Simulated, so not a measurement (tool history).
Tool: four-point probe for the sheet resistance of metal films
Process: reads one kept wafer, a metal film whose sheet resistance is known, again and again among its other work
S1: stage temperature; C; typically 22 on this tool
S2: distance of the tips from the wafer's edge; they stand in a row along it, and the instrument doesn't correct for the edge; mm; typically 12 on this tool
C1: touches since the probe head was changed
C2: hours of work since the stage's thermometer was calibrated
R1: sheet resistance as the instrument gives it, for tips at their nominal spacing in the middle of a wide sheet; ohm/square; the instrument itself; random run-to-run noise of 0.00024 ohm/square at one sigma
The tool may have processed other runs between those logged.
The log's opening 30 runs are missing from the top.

| run | hour | S1 | S2 | C1 | C2 | R1 |
|---|---|---|---|---|---|---|
| 31 | 472.0 | 23 | 3 | 28663 | 557 | 1.285163 |
| 32 | 485.8 | 21 | 39 | 28979 | 563 | 1.218214 |
| 33 | 505.6 | 21 | 10 | 29436 | 571 | 1.225114 |
| 34 | 524.1 | 21 | 10 | 29859 | 579 | 1.224881 |
| 35 | 537.3 | 21 | 10 | 30162 | 585 | 1.224711 |
| 36 | 556.9 | 19 | 12 | 30613 | 594 | 1.224399 |
| 37 | 575.1 | 33 | 6 | 31031 | 601 | 1.226526 |
| 38 | 586.0 | 31 | 12 | 31282 | 606 | 1.214858 |
| 39 | 598.2 | 25 | 8 | 31561 | 612 | 1.225626 |
| 40 | 607.1 | 34 | 36 | 31768 | 615 | 1.208561 |
| 41 | 618.6 | 34 | 36 | 32032 | 620 | 1.208213 |
| 42 | 639.6 | 25 | 6 | 32513 | 630 | 1.232873 |
| 43 | 654.0 | 25 | 6 | 32845 | 636 | 1.233259 |
| 44 | 664.3 | 25 | 6 | 33081 | 640 | 1.233104 |
| 45 | 684.0 | 22 | 6 | 33535 | 649 | 1.236088 |

Consider 4 possible next runs. They are alternatives, not a sequence: every one starts from the tool as it was left by run 45. What does each give?
| A | 692.6 | 35 | 6 | 33732 | 653 | ? |
| B | 692.6 | 35 | 12 | 33732 | 653 | ? |
| C | 692.6 | 22 | 21 | 33732 | 653 | ? |
| D | 692.6 | 22 | 22 | 33732 | 653 | ? |

| run | R1 |
|---|---|
| A | 1.225775 |
| B | 1.211631 |
| C | 1.218696 |
| D | 1.219335 |
Had the tool no hidden state, the same runs would have come out as:
| run | R1 |
|---|---|
| A | 1.225290 |
| B | 1.211151 |
| C | 1.218222 |
| D | 1.218861 |

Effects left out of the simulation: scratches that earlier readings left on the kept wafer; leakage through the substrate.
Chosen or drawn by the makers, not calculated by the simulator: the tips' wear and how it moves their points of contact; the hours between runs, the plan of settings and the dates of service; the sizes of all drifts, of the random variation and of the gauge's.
